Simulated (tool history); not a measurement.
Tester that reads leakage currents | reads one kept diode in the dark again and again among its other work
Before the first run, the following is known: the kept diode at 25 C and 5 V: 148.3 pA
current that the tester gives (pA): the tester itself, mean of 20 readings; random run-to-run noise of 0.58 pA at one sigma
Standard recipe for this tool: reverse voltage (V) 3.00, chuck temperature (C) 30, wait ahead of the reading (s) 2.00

run	day	reverse voltage (V)	chuck temperature (C)	wait ahead of the reading (s)	current that the tester gives (pA)
1	0.000	3.00	30	2.00	191.54
2	1.746	3.00	30	2.00	191.54
3	3.862	3.00	30	2.00	191.43
4	5.742	3.00	28	2.00	164.02
5	9.017	3.00	28	2.00	163.24
6	11.400	3.00	30	0.40	192.79
7	14.933	3.00	30	0.40	192.70
8	17.517	3.00	30	0.40	192.36
9	20.804	3.00	30	0.60	191.57
10	23.954	3.00	30	0.60	192.84
11	27.083	3.00	30	0.60	191.98
# day 27.492: chuck's temperature calibrated
12	30.229	3.00	30	0.60	191.78
13	33.371	3.00	30	0.60	191.24
14	36.175	3.00	30	0.60	191.28
15	38.696	3.00	30	0.60	191.63
16	40.662	3.00	30	0.60	191.49
17	43.825	3.00	30	5.09	192.74
18	46.317	3.00	30	5.09	191.60
19	48.112	3.00	30	5.09	191.98
20	50.683	3.00	30	5.09	191.29
21	53.721	3.00	30	5.09	191.45
22	56.708	8.98	52	2.00	1425.91
23	58.700	3.92	47	0.87	766.12
24	62.017	4.26	38	0.51	403.64
25	64.092	4.26	25	0.51	142.74
26	67.096	3.00	41	6.76	454.76
27	70.596	2.60	49	6.76	781.32
28	74.012	2.60	49	6.76	780.26
29	76.954	3.00	49	2.00	819.99
30	79.504	1.57	42	2.00	400.47
31	81.446	2.52	48	2.00	721.56
32	82.954	2.45	30	4.11	179.68
33	85.558	2.36	30	0.56	179.01
34	88.071	2.36	30	0.56	179.03
35	90.508	1.48	36	9.18	248.15
36	93.142	1.48	36	9.18	248.77
37	96.629	14.28	58	0.71	2487.61

Run 38 comes next. What will it give?
38	98.879	14.28	58	0.71	?

{"run 38": {"current that the tester gives (pA)": 2490.12}}
The same run, on a tool lacking any hidden state, would have yielded current that the tester gives (pA) 2487.91.
